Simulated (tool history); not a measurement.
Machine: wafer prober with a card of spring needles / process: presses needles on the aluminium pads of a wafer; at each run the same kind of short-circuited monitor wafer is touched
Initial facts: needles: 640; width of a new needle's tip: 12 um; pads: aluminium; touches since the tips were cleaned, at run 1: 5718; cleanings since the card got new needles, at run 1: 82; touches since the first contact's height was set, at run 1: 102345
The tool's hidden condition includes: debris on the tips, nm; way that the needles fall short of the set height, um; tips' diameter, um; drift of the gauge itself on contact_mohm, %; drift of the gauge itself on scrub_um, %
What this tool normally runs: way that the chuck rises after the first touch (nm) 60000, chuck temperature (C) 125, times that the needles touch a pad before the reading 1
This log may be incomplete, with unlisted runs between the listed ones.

run	hour	way that the chuck rises after the first touch (nm)	chuck temperature (C)	times that the needles touch a pad before the reading	touches since the tips were cleaned	cleanings since the card got new needles	touches since the first contact's height was set	resistance of one needle with its contact and lead (mohm)	way that a needle slides on the pad (nm)
1	0.0	60000	125	1	5718	82	102345	317	13100
# hour 2.3: tips cleaned on abrasive film
# hour 16.6: tips cleaned on abrasive film
2	16.6	60000	125	1	0	84	110421	255	12910
# hour 31.4: tips cleaned on abrasive film
3	40.3	60000	125	1	4348	85	122011	328	12880
# hour 46.6: tips cleaned on abrasive film
# hour 60.8: tips cleaned on abrasive film
4	60.8	60000	58	1	0	87	131987	241	12850
# hour 75.0: tips cleaned on abrasive film
5	81.7	53000	58	1	3302	88	142238	339	11370
# hour 90.2: tips cleaned on abrasive film
# hour 98.8: tips cleaned on abrasive film, once more
6	110.5	60000	33	1	5770	90	156298	324	12840
# hour 112.8: tips cleaned on abrasive film
# hour 126.4: tips cleaned on abrasive film
7	129.6	60000	33	1	1580	92	165591	284	12820
# hour 140.3: tips cleaned on abrasive film
8	146.3	60000	33	1	2935	93	173758	310	12760
# hour 155.8: tips cleaned on abrasive film
9	159.9	60000	125	2	2018	94	180379	292	12710
# hour 169.2: tips cleaned on abrasive film
10	178.4	60000	37	2	4503	95	189427	290	12740
# hour 184.7: tips cleaned on abrasive film
11	192.2	60000	37	2	3688	96	196194	287	12700
# hour 198.7: tips cleaned on abrasive film
# hour 213.7: tips cleaned on abrasive film
12	215.0	60000	125	1	613	98	207278	284	12740
# hour 227.7: tips cleaned on abrasive film
13	232.3	60000	125	1	2244	99	215742	319	12660
# hour 241.8: tips cleaned on abrasive film
14	252.1	60000	125	1	5053	100	225455	335	12660
# hour 255.9: tips cleaned on abrasive film
# hour 270.1: tips cleaned on abrasive film
# hour 270.4: height of the first contact set anew
15	280.2	60000	125	1	4812	102	4812	334	13310
# hour 285.1: tips cleaned on abrasive film
16	293.2	43000	100	2	3976	103	11140	337	9500
# hour 299.2: tips cleaned on abrasive film
# hour 312.8: tips cleaned on abrasive film
17	323.1	60000	39	1	5110	105	25769	319	13280
# hour 328.6: tips cleaned on abrasive film
# hour 343.9: tips cleaned on abrasive film
18	351.7	60000	67	3	3815	107	39710	269	13250
# hour 359.1: tips cleaned on abrasive film
19	369.2	54000	84	1	4952	108	48268	346	11910
# hour 372.8: tips cleaned on abrasive film
# hour 386.5: tips cleaned on abrasive film
20	391.7	54000	84	1	2587	110	59257	324	11880
# hour 402.3: tips cleaned on abrasive film
# hour 416.1: tips cleaned on abrasive film
21	419.4	44000	83	1	1625	112	72775	354	9640
# hour 431.4: tips cleaned on abrasive film
# hour 444.8: tips cleaned on abrasive film
22	444.8	44000	83	1	0	114	85186	256	9640
# hour 459.5: tips cleaned on abrasive film
23	463.8	44000	83	1	2122	115	94446	377	9530
# hour 474.1: tips cleaned on abrasive film
# hour 488.7: tips cleaned on abrasive film
24	490.4	44000	83	1	826	117	107454	316	9530
# hour 504.2: tips cleaned on abrasive film
25	516.2	44000	56	1	5896	118	120074	414	9500
# hour 518.2: tips cleaned on abrasive film
# hour 531.9: tips cleaned on abrasive film
26	544.7	53000	52	1	6311	120	134021	363	11460
# hour 546.2: tips cleaned on abrasive film
27	557.7	53000	52	1	5636	121	140344	362	11490
# hour 561.7: tips cleaned on abrasive film
# hour 576.0: tips cleaned on abrasive film
28	586.8	60000	33	1	5321	123	154550	333	13010
# hour 591.7: tips cleaned on abrasive film
29	602.5	79000	49	1	5309	124	162211	290	17190
# hour 607.4: tips cleaned on abrasive film
# hour 622.7: tips cleaned on abrasive film
30	630.3	60000	125	3	3745	126	175823	280	12960

For some of the steps in resistance of one needle with its contact and lead (mohm) from one run to the next: how much would appear even if the tool had no hidden state, given the settings, what came in and random variation, and how much remains for the hidden state plus any gauge scatter that the measured result and the result without hidden state don't share?
Run 4 -> 5: way that the chuck rises after the first touch (nm) 60000 -> 53000, tips cleaned on abrasive film. resistance of one needle with its contact and lead (mohm) +98: hidden state +96, all else +2.
Run 21 -> 22: tips cleaned on abrasive film, tips cleaned on abrasive film. resistance of one needle with its contact and lead (mohm) -98: hidden state -97, all else -1.
Run 22 -> 23: tips cleaned on abrasive film. resistance of one needle with its contact and lead (mohm) +121: hidden state +121, all else +0.
Run 24 -> 25: chuck temperature (C) 83 -> 56, tips cleaned on abrasive film. resistance of one needle with its contact and lead (mohm) +98: hidden state +110, all else -12.

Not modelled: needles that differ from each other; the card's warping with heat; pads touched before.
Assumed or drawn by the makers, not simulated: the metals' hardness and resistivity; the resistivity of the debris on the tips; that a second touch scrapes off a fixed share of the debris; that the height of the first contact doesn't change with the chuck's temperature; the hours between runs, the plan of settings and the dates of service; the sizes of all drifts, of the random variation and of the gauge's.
